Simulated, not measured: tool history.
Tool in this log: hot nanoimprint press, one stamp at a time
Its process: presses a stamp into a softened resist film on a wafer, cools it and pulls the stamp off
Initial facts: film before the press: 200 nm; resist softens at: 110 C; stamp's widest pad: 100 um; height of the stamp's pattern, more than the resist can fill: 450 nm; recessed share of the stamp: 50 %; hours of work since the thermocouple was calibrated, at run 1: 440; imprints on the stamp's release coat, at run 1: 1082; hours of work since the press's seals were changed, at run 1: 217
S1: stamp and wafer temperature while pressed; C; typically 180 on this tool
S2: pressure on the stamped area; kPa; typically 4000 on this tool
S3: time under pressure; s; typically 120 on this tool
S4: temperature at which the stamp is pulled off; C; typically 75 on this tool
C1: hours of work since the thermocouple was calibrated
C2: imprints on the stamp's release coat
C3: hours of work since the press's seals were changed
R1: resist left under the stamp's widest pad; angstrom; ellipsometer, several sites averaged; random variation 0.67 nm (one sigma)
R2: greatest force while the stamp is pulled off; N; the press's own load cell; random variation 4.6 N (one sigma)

run	hour	S1	S2	S3	S4	C1	C2	C3	R1	R2
1	0.0	180	4000	120	75	440	1082	217	1097	301
# hour 16.3: plate thermocouple calibrated
2	52.9	180	4000	120	75	28	1318	256	999	293
3	81.6	180	4000	120	74	50	1454	278	1010	307
4	106.7	180	5490	120	75	70	1573	297	909	314
5	134.5	180	4000	120	75	91	1704	319	1013	307
6	185.2	180	4000	120	75	130	1944	358	1023	341
# hour 222.6: stamp cleaned and given a new release coat
7	233.0	180	4000	120	75	162	49	390	1028	232
8	273.7	180	4000	229	75	194	242	421	817	235
9	306.8	180	4000	229	75	219	399	447	824	256
10	343.6	180	4000	120	75	248	573	475	1052	263
11	389.4	180	4000	120	75	283	790	510	1076	282
12	432.8	180	4000	120	75	316	995	544	1071	284
13	476.1	180	4000	120	75	350	1200	577	1081	304
14	506.8	180	4000	120	75	373	1345	601	1093	309
15	550.2	180	4000	120	78	407	1551	634	1100	286
16	584.3	180	4000	120	69	433	1712	661	1099	377
# hour 609.5: plate thermocouple calibrated
17	613.8	180	4000	120	69	3	1838	681	1007	359
# hour 644.2: press's hydraulic seals changed and the load cell set to zero
18	645.2	180	3430	120	82	21	1949	1	1050	261
# hour 680.2: stamp cleaned and given a new release coat
19	701.3	187	2980	105	76	60	100	39	868	227
20	742.3	180	3530	120	75	92	294	71	1055	237
21	765.3	180	3530	120	75	109	403	89	1047	238
22	815.3	180	3530	120	75	148	640	127	1062	252
23	851.4	180	3530	120	75	176	810	155	1064	272
24	878.8	180	5380	120	75	197	940	176	907	279
25	903.1	180	5380	120	75	215	1056	195	894	290
26	951.1	172	5380	193	76	252	1283	232	1137	283
27	985.1	172	5380	193	76	279	1443	258	1157	291
28	1037.3	172	5380	193	76	319	1691	298	1178	311
29	1087.5	172	5380	217	63	358	1928	337	1132	450
# hour 1129.1: stamp cleaned and given a new release coat
30	1139.1	188	2560	73	75	393	47	372	1102	238

Consider 3 possible next runs. They are alternatives, not a sequence: every one starts from the tool as it was left by run 30. What does each give?
A	1171.7	188	2710	73	75	418	202	397	?	?
B	1171.7	180	4000	120	74	418	202	397	?	?
C	1171.7	180	4000	155	75	418	202	397	?	?

run	R1	R2
A	1061	254
B	1074	246
C	988	241
What these runs would have given with no unlogged condition in the tool:
run	R1	R2
A	983	231
B	983	225
C	901	220
